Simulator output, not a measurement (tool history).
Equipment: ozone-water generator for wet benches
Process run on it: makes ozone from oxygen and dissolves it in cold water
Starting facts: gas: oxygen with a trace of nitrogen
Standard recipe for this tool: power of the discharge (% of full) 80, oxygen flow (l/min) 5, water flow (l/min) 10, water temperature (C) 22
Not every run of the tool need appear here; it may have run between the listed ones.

run   hour  power of the discharge (% of full)  oxygen flow (l/min)  water flow (l/min)  water temperature (C)  dissolved ozone (ppm)  ozone in the gas ahead of the water (g/m3)
  1      0                                  80                    5                  10                     22                   30.8                                       247.4
  2   53.7                                  80                  5.7                  10                     22                     30                                       231.4
  3   78.2                                  80                  5.7                  10                     22                     30                                       231.8
  4    118                                  80                  5.7                  10                     22                   29.7                                       230.6
  5  172.5                                  80                  5.7                  10                     22                   29.5                                       228.9
  6  222.5                                  80                    5                  10                     28                   27.1                                       247.9
     230.4  -- contactor cleaned
  7  260.9                                  80                    5                  10                     28                   26.4                                         250
  8  315.5                                  55                    5                   6                     28                   28.1                                       200.1
  9  357.8                                  55                  8.4                   8                     28                   20.1                                       146.2
 10  391.7                                  55                  8.4                   8                     28                     20                                         147
 11  419.6                                  70                 5.92                  10                     18                     29                                       207.3
 12  447.3                                  63                    5                  10                     22                   25.8                                       216.9

Consider 3 possible next runs. They are alternatives, not a sequence: every one starts from the tool as it was left by run 12. What does each give?
     466.6  -- contactor cleaned, once more
  A  500.9                                  65                    5                  10                     22                      ?                                           ?
     466.6  -- contactor cleaned, once more
  B  500.9                                  95                    5                  10                     20                      ?                                           ?
     466.6  -- contactor cleaned, once more
  C  500.9                                  52                 3.46                  10                     22                      ?                                           ?

run  dissolved ozone (ppm)  ozone in the gas ahead of the water (g/m3)
  A                   28.1                                       223.6
  B                   36.2                                       270.1
  C                   26.7                                         244
With no hidden state in the tool, these same runs would have given:
run  dissolved ozone (ppm)  ozone in the gas ahead of the water (g/m3)
  A                   29.1                                       230.6
  B                   37.8                                       280.4
  C                   27.6                                       250.6

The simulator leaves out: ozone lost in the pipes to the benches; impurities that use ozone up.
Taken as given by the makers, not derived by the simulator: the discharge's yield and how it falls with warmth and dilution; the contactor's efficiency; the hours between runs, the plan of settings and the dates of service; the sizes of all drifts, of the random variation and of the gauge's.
